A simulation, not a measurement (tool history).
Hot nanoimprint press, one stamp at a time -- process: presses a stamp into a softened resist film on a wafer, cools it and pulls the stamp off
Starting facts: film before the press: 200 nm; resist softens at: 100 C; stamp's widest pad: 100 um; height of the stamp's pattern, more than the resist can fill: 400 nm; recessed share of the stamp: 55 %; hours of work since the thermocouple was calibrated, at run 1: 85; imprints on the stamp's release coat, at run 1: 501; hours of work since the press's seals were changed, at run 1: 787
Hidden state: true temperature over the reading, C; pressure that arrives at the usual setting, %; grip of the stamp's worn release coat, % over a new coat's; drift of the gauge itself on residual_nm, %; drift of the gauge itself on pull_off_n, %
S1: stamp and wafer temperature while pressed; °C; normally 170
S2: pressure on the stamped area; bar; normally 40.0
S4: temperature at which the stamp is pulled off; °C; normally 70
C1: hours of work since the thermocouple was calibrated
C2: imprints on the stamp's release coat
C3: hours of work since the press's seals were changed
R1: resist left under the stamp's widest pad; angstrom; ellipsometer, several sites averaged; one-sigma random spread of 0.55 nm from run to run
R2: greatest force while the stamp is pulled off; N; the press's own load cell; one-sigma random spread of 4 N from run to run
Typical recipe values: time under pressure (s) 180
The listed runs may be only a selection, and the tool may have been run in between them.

run 1 day=0.000 | S1=170 S2=40.0 time_under_pressure_(s)=180 S4=70 | C1=85 C2=501 C3=787 | R1=752 R2=227
run 2 day=0.712 | S1=170 S2=40.0 time_under_pressure_(s)=180 S4=70 | C1=95 C2=546 C3=797 | R1=743 R2=230
run 3 day=2.050 | S1=170 S2=40.0 time_under_pressure_(s)=180 S4=70 | C1=114 C2=632 C3=816 | R1=758 R2=246
run 4 day=2.846 | S1=170 S2=40.0 time_under_pressure_(s)=180 S4=70 | C1=125 C2=683 C3=827 | R1=759 R2=245
run 5 day=4.367 | S1=170 S2=40.0 time_under_pressure_(s)=180 S4=70 | C1=147 C2=781 C3=849 | R1=756 R2=246
run 6 day=6.058 | S1=170 S2=40.0 time_under_pressure_(s)=180 S4=70 | C1=171 C2=889 C3=873 | R1=767 R2=256
run 7 day=7.650 | S1=170 S2=40.0 time_under_pressure_(s)=180 S4=70 | C1=194 C2=992 C3=895 | R1=763 R2=259
run 8 day=8.996 | S1=170 S2=40.0 time_under_pressure_(s)=168 S4=70 | C1=213 C2=1078 C3=915 | R1=780 R2=264
run 9 day=9.817 | S1=170 S2=40.0 time_under_pressure_(s)=180 S4=70 | C1=225 C2=1131 C3=926 | R1=768 R2=268
run 10 day=11.321 | S1=170 S2=40.0 time_under_pressure_(s)=180 S4=77 | C1=246 C2=1227 C3=948 | R1=769 R2=223
run 11 day=12.712 | S1=178 S2=40.0 time_under_pressure_(s)=180 S4=70 | C1=266 C2=1316 C3=967 | R1=507 R2=279
run 12 day=13.954 | S1=178 S2=40.0 time_under_pressure_(s)=150 S4=70 | C1=283 C2=1396 C3=985 | R1=551 R2=297
-- day=14.979 press's hydraulic seals changed and the load cell set to zero
-- day=16.096 stamp cleaned and given a new release coat
run 13 day=16.150 | S1=170 S2=40.0 time_under_pressure_(s)=180 S4=70 | C1=306 C2=4 C3=13 | R1=743 R2=202
run 14 day=17.325 | S1=170 S2=40.0 time_under_pressure_(s)=180 S4=70 | C1=323 C2=79 C3=30 | R1=757 R2=203
-- day=17.567 plate thermocouple calibrated
run 15 day=19.083 | S1=170 S2=40.0 time_under_pressure_(s)=180 S4=70 | C1=22 C2=183 C3=53 | R1=779 R2=212
run 16 day=20.438 | S1=178 S2=62.1 time_under_pressure_(s)=320 S4=70 | C1=41 C2=271 C3=72 | R1=320 R2=222
run 17 day=22.029 | S1=170 S2=58.7 time_under_pressure_(s)=180 S4=70 | C1=63 C2=373 C3=95 | R1=637 R2=228
run 18 day=23.150 | S1=173 S2=40.0 time_under_pressure_(s)=124 S4=70 | C1=79 C2=445 C3=111 | R1=779 R2=236
run 19 day=24.671 | S1=177 S2=38.7 time_under_pressure_(s)=180 S4=77 | C1=101 C2=542 C3=132 | R1=562 R2=192
run 20 day=25.446 | S1=160 S2=40.0 time_under_pressure_(s)=199 S4=74 | C1=112 C2=592 C3=144 | R1=1290 R2=223
-- day=25.683 plate thermocouple calibrated, once more
run 21 day=27.288 | S1=160 S2=40.0 time_under_pressure_(s)=199 S4=74 | C1=23 C2=702 C3=168 | R1=1168 R2=212
run 22 day=28.383 | S1=160 S2=40.0 time_under_pressure_(s)=199 S4=74 | C1=38 C2=772 C3=184 | R1=1170 R2=216
run 23 day=29.088 | S1=160 S2=40.0 time_under_pressure_(s)=199 S4=74 | C1=48 C2=817 C3=194 | R1=1175 R2=219
run 24 day=30.742 | S1=160 S2=40.0 time_under_pressure_(s)=199 S4=74 | C1=72 C2=924 C3=217 | R1=1183 R2=227
run 25 day=31.729 | S1=160 S2=41.5 time_under_pressure_(s)=199 S4=74 | C1=86 C2=987 C3=231 | R1=1165 R2=237
run 26 day=32.683 | S1=160 S2=41.5 time_under_pressure_(s)=199 S4=65 | C1=100 C2=1048 C3=245 | R1=1161 R2=311
run 27 day=34.333 | S1=160 S2=41.5 time_under_pressure_(s)=199 S4=65 | C1=123 C2=1154 C3=268 | R1=1173 R2=307
run 28 day=35.725 | S1=163 S2=32.1 time_under_pressure_(s)=298 S4=64 | C1=143 C2=1243 C3=288 | R1=986 R2=332
run 29 day=36.933 | S1=170 S2=40.0 time_under_pressure_(s)=134 S4=57 | C1=160 C2=1321 C3=305 | R1=820 R2=399

Results per run with the tool's hidden condition removed, run-to-run variation unchanged:
run=1 R1=722 R2=193
run=2 R1=712 R2=193
run=3 R1=724 R2=201
run=4 R1=723 R2=197
run=5 R1=718 R2=192
run=6 R1=725 R2=193
run=7 R1=718 R2=190
run=8 R1=732 R2=189
run=9 R1=720 R2=189
run=10 R1=717 R2=152
run=11 R1=471 R2=187
run=12 R1=511 R2=194
run=13 R1=708 R2=196
run=14 R1=719 R2=193
run=15 R1=720 R2=192
run=16 R1=295 R2=196
run=17 R1=580 R2=194
run=18 R1=715 R2=196
run=19 R1=515 R2=154
run=20 R1=1184 R2=176
run=21 R1=1168 R2=171
run=22 R1=1167 R2=172
run=23 R1=1170 R2=171
run=24 R1=1173 R2=173
run=25 R1=1153 R2=177
run=26 R1=1146 R2=228
run=27 R1=1153 R2=219
run=28 R1=966 R2=230
run=29 R1=800 R2=272
